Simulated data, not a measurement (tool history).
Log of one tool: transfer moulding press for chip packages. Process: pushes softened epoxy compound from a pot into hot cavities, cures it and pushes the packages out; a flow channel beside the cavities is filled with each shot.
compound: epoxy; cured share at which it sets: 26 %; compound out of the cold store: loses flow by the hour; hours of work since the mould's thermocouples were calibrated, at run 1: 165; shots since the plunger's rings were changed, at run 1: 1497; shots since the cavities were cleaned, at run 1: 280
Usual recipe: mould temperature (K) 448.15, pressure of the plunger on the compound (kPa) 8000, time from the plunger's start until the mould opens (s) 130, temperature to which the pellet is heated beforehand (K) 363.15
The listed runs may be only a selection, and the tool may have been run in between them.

| run | hour | mould temperature (K) | pressure of the plunger on the compound (kPa) | time from the plunger's start until the mould opens (s) | temperature to which the pellet is heated beforehand (K) | hours of work since the mould's thermocouples were calibrated | shots since the plunger's rings were changed | shots since the cavities were cleaned | incoming compound's hours out of the cold store | length that the compound runs in the flow channel (mm) | greatest force on the pins that push the packages out (N) |
|---|---|---|---|---|---|---|---|---|---|---|---|
| 1 | 0 | 448.15 | 8000 | 130 | 363.15 | 165 | 1497 | 280 | 9.4 | 1029 | 373 |
| 2 | 16.5 | 448.15 | 8000 | 130 | 363.15 | 175 | 1635 | 418 | 16.9 | 984 | 345 |
|  | 27.2 | cavities cleaned with cleaning compound and waxed |
| 3 | 45.6 | 448.15 | 8000 | 130 | 363.15 | 192 | 1867 | 154 | 20 | 961 | 360 |
| 4 | 66.2 | 448.15 | 8000 | 130 | 363.15 | 205 | 2040 | 327 | 23.8 | 944 | 369 |
| 5 | 81 | 448.15 | 8000 | 130 | 363.15 | 214 | 2164 | 451 | 31.6 | 911 | 358 |
|  | 87.5 | cavities cleaned with cleaning compound and waxed |
| 6 | 96.4 | 448.15 | 8000 | 130 | 363.15 | 223 | 2281 | 75 | 19.3 | 965 | 357 |
| 7 | 123.3 | 448.15 | 7070 | 130 | 363.15 | 240 | 2507 | 301 | 36.3 | 822 | 365 |
|  | 147.5 | cavities cleaned with cleaning compound and waxed |
| 8 | 154 | 448.15 | 7070 | 130 | 363.15 | 258 | 2752 | 55 | 34.7 | 839 | 362 |
|  | 183.4 | plunger's sealing rings changed |
| 9 | 186.1 | 442.15 | 8000 | 130 | 363.15 | 276 | 22 | 303 | 47.8 | 848 | 471 |
| 10 | 206.5 | 455.15 | 8000 | 130 | 363.15 | 289 | 193 | 474 | 25.8 | 928 | 308 |
|  | 210.3 | cavities cleaned with cleaning compound and waxed |
| 11 | 226.7 | 448.15 | 8000 | 130 | 363.15 | 301 | 350 | 138 | 18 | 964 | 364 |
| 12 | 256.1 | 448.15 | 8000 | 130 | 363.15 | 319 | 597 | 385 | 20.8 | 976 | 365 |
|  | 270.6 | cavities cleaned with cleaning compound and waxed |
| 13 | 277.1 | 448.15 | 8000 | 130 | 357.15 | 331 | 760 | 54 | 21.4 | 951 | 355 |
| 14 | 293.7 | 448.15 | 8000 | 130 | 363.15 | 341 | 900 | 194 | 46.9 | 841 | 351 |
| 15 | 315.9 | 450.15 | 8000 | 130 | 368.15 | 355 | 1087 | 381 | 25.7 | 929 | 336 |
|  | 331 | cavities cleaned with cleaning compound and waxed |
| 16 | 336.8 | 441.15 | 6490 | 137 | 371.15 | 367 | 1249 | 48 | 9.1 | 937 | 495 |
| 17 | 354.6 | 452.15 | 6490 | 137 | 371.15 | 378 | 1399 | 198 | 22.5 | 854 | 304 |
| 18 | 379.7 | 448.15 | 6750 | 130 | 363.15 | 394 | 1609 | 408 | 29.8 | 852 | 360 |
|  | 391 | cavities cleaned with cleaning compound and waxed |
| 19 | 402.5 | 448.15 | 6750 | 130 | 363.15 | 407 | 1788 | 97 | 35.7 | 817 | 361 |
| 20 | 429 | 456.15 | 8000 | 130 | 368.15 | 424 | 2010 | 319 | 13.3 | 982 | 295 |
|  | 451.4 | cavities cleaned with cleaning compound and waxed |
| 21 | 458.3 | 456.15 | 8000 | 130 | 355.15 | 441 | 2244 | 58 | 22 | 942 | 295 |
| 22 | 477.1 | 456.15 | 8000 | 130 | 355.15 | 452 | 2401 | 215 | 32.1 | 904 | 306 |
| 23 | 505.2 | 456.15 | 8000 | 130 | 355.15 | 470 | 2637 | 451 | 39.6 | 850 | 297 |
|  | 511.8 | cavities cleaned with cleaning compound and waxed |
| 24 | 530.9 | 456.15 | 8000 | 130 | 355.15 | 485 | 2840 | 160 | 46.6 | 825 | 296 |
|  | 551.1 | plunger's sealing rings changed |
| 25 | 565.6 | 456.15 | 8000 | 130 | 355.15 | 505 | 121 | 430 | 41.9 | 843 | 299 |
|  | 575.8 | cavities cleaned with cleaning compound and waxed |
| 26 | 598.6 | 444.15 | 6810 | 112 | 361.15 | 525 | 386 | 191 | 24.7 | 868 | 572 |

Run 27 has not been measured yet. What should we expect?
|  | 614.2 | mould's thermocouples calibrated |
| 27 | 624.9 | 444.15 | 6810 | 112 | 361.15 | 7 | 590 | 395 | 14.7 | ? | ? |

{"run 27": {"length that the compound runs in the flow channel (mm)": 925, "greatest force on the pins that push the packages out (N)": 624}}
Were there no unlogged condition in the tool, this run, its random variation unchanged, would have produced length that the compound runs in the flow channel (mm) 925, greatest force on the pins that push the packages out (N) 621.
